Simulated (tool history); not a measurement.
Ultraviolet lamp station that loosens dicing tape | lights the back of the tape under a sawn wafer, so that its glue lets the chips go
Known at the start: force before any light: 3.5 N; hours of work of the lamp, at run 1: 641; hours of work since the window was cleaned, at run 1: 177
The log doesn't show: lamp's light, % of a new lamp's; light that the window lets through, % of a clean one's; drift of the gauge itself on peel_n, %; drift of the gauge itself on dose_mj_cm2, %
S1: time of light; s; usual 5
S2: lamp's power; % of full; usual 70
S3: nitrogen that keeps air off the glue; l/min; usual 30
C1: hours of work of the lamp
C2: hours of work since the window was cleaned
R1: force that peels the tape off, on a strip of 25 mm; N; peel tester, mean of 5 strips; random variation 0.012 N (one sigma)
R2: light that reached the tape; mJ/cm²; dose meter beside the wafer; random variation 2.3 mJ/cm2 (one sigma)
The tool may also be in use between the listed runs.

run    hour  S1  S2  S3   C1   C2     R1   R2
  1       0   5  70  30  641  177  0.956  149
  2    54.4   5  70  16  665  201  1.193  148
  3   101.4   5  70  30  686  222   1.02  147
  4   135.5   9  70  30  701  237   0.49  261
  5   163.3   5  70  30  714  250  1.025  140
  6   202.8   5  70  30  731  267  1.099  136
  7   258.9   5  70  30  756  292  1.053  136
      265.4  -- lamp changed
  8     299   5  70  30   15  309  0.595  224
  9   346.5   5  69  30   36  331  0.633  216
 10   383.7   5  69  30   53  347   0.64  212
 11   447.7   5  69  30   81  376  0.646  209
 12   505.9   5  69  30  107  401   0.64  208
 13   549.5   5  69  30  126  421  0.682  208
 14   601.2   5  69  30  149  444  0.685  203
 15   638.8   5  69  30  166  461  0.723  200
 16   669.9   5  69  30  180  474  0.713  198
 17   704.5   5  69  30  195  490  0.716  196
 18   748.6   5  69  30  215  509  0.747  191
 19   808.9   5  69  30  242  536   0.78  186
 20   868.6   5  69  30  268  563  0.781  179
 21   901.2   6  69  30  283  577  0.629  212
      907.3  -- window cleaned of glue's vapour
 22   959.1   5  88  17  308   23  0.817  211
 23  1018.4   6  86  30  335   49  0.506  239
 24  1046.9   6  86  30  347   62  0.556  238
 25  1073.3   3  86  30  359   74  1.296  117
 26  1101.8   3  73  32  372   86  1.452  101
 27  1151.2   5  94  30  394  108  0.654  212
 28  1210.2   2  77  56  420  135  1.747   67
     1250.9  -- window cleaned of glue's vapour, once more
 29  1261.6   5  94  18  442    5  0.636  241
 30  1301.4   5  84  30  460   22   0.64  213
 31  1366.7   5  75  18  489   51  0.916  174
 32  1413.2   8  94  16  510   72  0.396  362
 33  1474.5   3  94  16  537   99  1.318  128
 34  1502.9   5  70  33  550  112  0.878  160
 35  1530.7   3  95  20  562  124  1.246  133
 36  1587.8   3  95  25  587  150  1.247  128
 37  1640.8   3  78  25  611  173  1.482  101
 38  1678.7   3  78  25  628  190  1.516   98
 39    1712   3  78  25  643  205  1.561  100
 40  1765.7   9  78  11  667  229  0.611  290
 41  1794.9   3  85  44  680  242  1.341  106

3 ways to go on from here, each from the tool as it stands after run 41. What would each give?
  A  1843.1   3  85  44  701  263   ?   ?
  B  1843.1   8  76  12  701  263   ?   ?
  C  1843.1   3  85  56  701  263   ?   ?

run     R1   R2
  A  1.339  100
  B  0.764  245
  C  1.291  103
Without the tool's hidden state the same runs would have given:
run     R1   R2
  A  0.724  174
  B  0.363  422
  C  0.687  178
